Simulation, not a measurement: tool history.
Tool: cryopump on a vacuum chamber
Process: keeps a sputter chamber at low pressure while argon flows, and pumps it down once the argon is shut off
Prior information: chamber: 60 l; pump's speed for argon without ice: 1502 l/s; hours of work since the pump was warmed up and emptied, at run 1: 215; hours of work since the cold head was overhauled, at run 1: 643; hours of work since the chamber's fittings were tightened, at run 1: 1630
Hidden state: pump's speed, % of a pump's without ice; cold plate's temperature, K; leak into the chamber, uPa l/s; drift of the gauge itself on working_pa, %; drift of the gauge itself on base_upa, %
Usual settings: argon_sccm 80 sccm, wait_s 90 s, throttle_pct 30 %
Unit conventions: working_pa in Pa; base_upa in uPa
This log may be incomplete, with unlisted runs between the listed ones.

run	hour	argon_sccm	wait_s	throttle_pct	hours of work since the pump was warmed up and emptied	hours of work since the cold head was overhauled	hours of work since the chamber's fittings were tightened	working_pa	base_upa
1	0	80	90	30	215	643	1630	0.3131	2.88
2	20.2	80	90	30	232	661	1647	0.314	2.89
3	37.8	80	90	30	247	676	1662	0.3126	3.01
4	60.5	80	90	30	267	696	1682	0.3153	2.96
5	86.8	80	90	30	290	719	1705	0.319	3.03
6	108.3	80	211	30	309	737	1723	0.3186	2.56
7	127.9	80	211	30	325	754	1740	0.3199	2.7
8	155.9	80	90	31	350	778	1765	0.3137	3.15
9	178.7	80	90	30	370	798	1784	0.324	3.16
10	204.9	80	90	30	392	821	1807	0.3254	3.36
11	224.8	34	90	30	409	838	1824	0.1399	3.36
# hour 242.2: pump warmed up, emptied and cooled again
12	242.8	34	90	30	1	849	1836	0.1277	2.8
13	261.7	34	90	30	17	866	1852	0.129	2.89
14	282.3	34	90	30	35	884	1870	0.1288	2.85
15	295.9	34	90	30	46	895	1882	0.1295	2.88
16	320	41	90	30	67	916	1903	0.1565	3.04
17	347.5	41	90	30	91	940	1926	0.1566	3.03
18	365.5	61	90	30	107	956	1942	0.2331	3.05
19	385.6	149	27	33	124	973	1959	0.521	5.02
20	399.1	148	75	27	136	985	1971	0.634	3.2
21	416.7	43	75	27	151	1000	1986	0.1851	3.28
22	435.9	79	33	37	168	1017	2003	0.2496	4.56
23	461.9	80	90	39	190	1039	2026	0.2422	3.35
24	476.6	88	271	35	203	1052	2038	0.2961	2.72
25	493.8	88	271	35	218	1067	2053	0.2969	2.84
26	515.8	88	271	35	237	1086	2072	0.2994	2.81
27	529.3	35	276	34	249	1098	2084	0.1222	2.93
28	552.9	34	33	16	269	1118	2104	0.2451	4.85
29	572.6	34	110	59	286	1135	2121	0.0736	3.41
30	596.5	45	37	21	307	1156	2142	0.2496	4.67
31	617.5	116	41	15	325	1174	2160	0.8989	4.59
32	635.5	95	100	15	341	1190	2176	0.7421	3.66
33	661.2	123	100	48	363	1212	2198	0.3279	3.64
34	685.4	114	169	21	384	1233	2219	0.6528	3.54

Pick out some run-to-run changes in working_pa. Of each, how much would a tool without hidden state show as well, from the settings, what came in and chance, and how much is left for the hidden state and any gauge scatter not in both results compared?
Run 10 -> 11: argon_sccm 80 -> 34. working_pa -0.1855 Pa: hidden state -0.014, all else -0.1715.
Run 20 -> 21: argon_sccm 148 -> 43. working_pa -0.4489 Pa: hidden state -0.0111, all else -0.4378.
Run 30 -> 31: argon_sccm 45 -> 116, wait_s 37 -> 41, throttle_pct 21 -> 15. working_pa +0.6493 Pa: hidden state +0.0203, all else +0.629.
Run 32 -> 33: argon_sccm 95 -> 123, throttle_pct 15 -> 48. working_pa -0.4142 Pa: hidden state +0.0112, all else -0.4254.

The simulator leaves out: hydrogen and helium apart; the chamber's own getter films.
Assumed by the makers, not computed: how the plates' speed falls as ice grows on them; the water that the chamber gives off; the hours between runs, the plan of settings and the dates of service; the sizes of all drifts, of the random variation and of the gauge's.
